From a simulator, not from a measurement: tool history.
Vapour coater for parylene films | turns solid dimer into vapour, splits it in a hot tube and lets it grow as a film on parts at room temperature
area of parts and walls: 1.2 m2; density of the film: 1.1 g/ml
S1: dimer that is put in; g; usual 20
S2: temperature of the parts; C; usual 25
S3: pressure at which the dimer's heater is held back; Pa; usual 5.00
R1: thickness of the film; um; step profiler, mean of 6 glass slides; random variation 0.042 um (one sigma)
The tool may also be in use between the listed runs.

run   hour  S1  S2    S3     R1
  1    0.0  20  25  5.00   9.84
  2   24.1  20  25  5.00   9.79
  3   52.0  20  25  5.00   9.80
  4   70.9  20  25  5.00   9.77
      77.4  -- trap's valve overhauled
  5  103.7  20  25  5.00   9.55
  6  126.9  35  20  5.00  21.03
  7  153.0  25  25  2.35  13.79
  8  177.5  23  28  9.12   8.44
  9  214.1   8  26  2.12   4.27
 10  234.9   8  26  2.12   4.27

The same runs without the tool's hidden state, with the same run-to-run variation:
The hidden state here: vapour lost through the trap's worn valve, %; true temperature of the parts over the reading, C; drift of the gauge itself on film_um, %.
run     R1
  1  10.28
  2  10.24
  3  10.25
  4  10.23
  5  10.26
  6  22.61
  7  14.84
  8   9.10
  9   4.60
 10   4.61
